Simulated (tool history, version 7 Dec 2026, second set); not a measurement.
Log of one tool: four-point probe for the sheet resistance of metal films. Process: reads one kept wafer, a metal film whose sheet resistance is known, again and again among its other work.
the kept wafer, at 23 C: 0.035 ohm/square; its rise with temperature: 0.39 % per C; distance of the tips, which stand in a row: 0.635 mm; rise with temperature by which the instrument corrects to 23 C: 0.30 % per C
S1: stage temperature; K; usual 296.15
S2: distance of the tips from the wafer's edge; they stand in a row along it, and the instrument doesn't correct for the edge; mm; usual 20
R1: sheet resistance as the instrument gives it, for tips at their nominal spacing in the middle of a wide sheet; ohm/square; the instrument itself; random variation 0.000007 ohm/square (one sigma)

run 1 hour=0.0 | S1=296.15 S2=20 | R1=0.035192
run 2 hour=56.7 | S1=296.15 S2=20 | R1=0.035202
run 3 hour=140.9 | S1=296.15 S2=20 | R1=0.035215
run 4 hour=193.7 | S1=296.15 S2=20 | R1=0.035198
run 5 hour=283.5 | S1=296.15 S2=20 | R1=0.035216
run 6 hour=370.5 | S1=296.15 S2=21 | R1=0.035225
run 7 hour=410.8 | S1=293.15 S2=20 | R1=0.035141
run 8 hour=493.2 | S1=296.15 S2=20 | R1=0.035229
run 9 hour=547.2 | S1=296.15 S2=12 | R1=0.035283
run 10 hour=616.8 | S1=307.15 S2=20 | R1=0.035578
run 11 hour=667.2 | S1=296.15 S2=20 | R1=0.035266
run 12 hour=715.1 | S1=296.15 S2=20 | R1=0.035274
run 13 hour=808.2 | S1=294.15 S2=20 | R1=0.035213
run 14 hour=856.0 | S1=294.15 S2=20 | R1=0.035219
run 15 hour=938.0 | S1=294.15 S2=33 | R1=0.035163
run 16 hour=978.6 | S1=294.15 S2=33 | R1=0.035168
run 17 hour=1044.0 | S1=294.15 S2=9 | R1=0.035251
run 18 hour=1125.8 | S1=296.15 S2=20 | R1=0.035252
run 19 hour=1183.1 | S1=292.15 S2=20 | R1=0.035137
run 20 hour=1225.1 | S1=298.15 S2=72 | R1=0.035308
run 21 hour=1319.9 | S1=298.15 S2=72 | R1=0.035308
run 22 hour=1362.5 | S1=298.15 S2=30 | R1=0.035321
run 23 hour=1444.5 | S1=302.15 S2=27 | R1=0.035470
run 24 hour=1520.1 | S1=299.15 S2=37 | R1=0.035367
run 25 hour=1588.1 | S1=292.15 S2=27 | R1=0.035160
run 26 hour=1675.6 | S1=294.15 S2=27 | R1=0.035225
run 27 hour=1729.8 | S1=294.15 S2=27 | R1=0.035230
run 28 hour=1793.2 | S1=299.15 S2=4 | R1=0.035860
run 29 hour=1854.1 | S1=306.15 S2=28 | R1=0.035610
run 30 hour=1942.5 | S1=299.15 S2=9 | R1=0.035487
run 31 hour=1991.2 | S1=302.15 S2=6 | R1=0.035699
run 32 hour=2039.5 | S1=303.15 S2=65 | R1=0.035516
run 33 hour=2091.1 | S1=302.15 S2=20 | R1=0.035504
run 34 hour=2141.9 | S1=302.15 S2=20 | R1=0.035527
run 35 hour=2197.8 | S1=302.15 S2=20 | R1=0.035528
run 36 hour=2287.8 | S1=300.15 S2=20 | R1=0.035463
run 37 hour=2379.1 | S1=297.15 S2=3 | R1=0.036202
run 38 hour=2461.0 | S1=299.15 S2=47 | R1=0.035432

Taken out of this log: 2 entries between the listed runs. Where each belongs, and how the hidden state differs across it:
Between runs 5 and 6: stage's thermometer calibrated (hour 347.7)
  inner tips' distance over the nominal, %: 0.422 -> 0.439; tips' flats over new ones', %: 37 -> 39; wafer's true temperature over the reading, C: 0.25 -> 0.37
  measured less the result without the state, R1: +0.000194 -> +0.000217 ohm/square
Between runs 14 and 15: stage's thermometer calibrated, once more (hour 938.0)
  inner tips' distance over the nominal, %: 0.544 -> 0.561; tips' flats over new ones', %: 51 -> 53; wafer's true temperature over the reading, C: 0.4 -> 0.03
  measured less the result without the state, R1: +0.000260 -> +0.000216 ohm/square

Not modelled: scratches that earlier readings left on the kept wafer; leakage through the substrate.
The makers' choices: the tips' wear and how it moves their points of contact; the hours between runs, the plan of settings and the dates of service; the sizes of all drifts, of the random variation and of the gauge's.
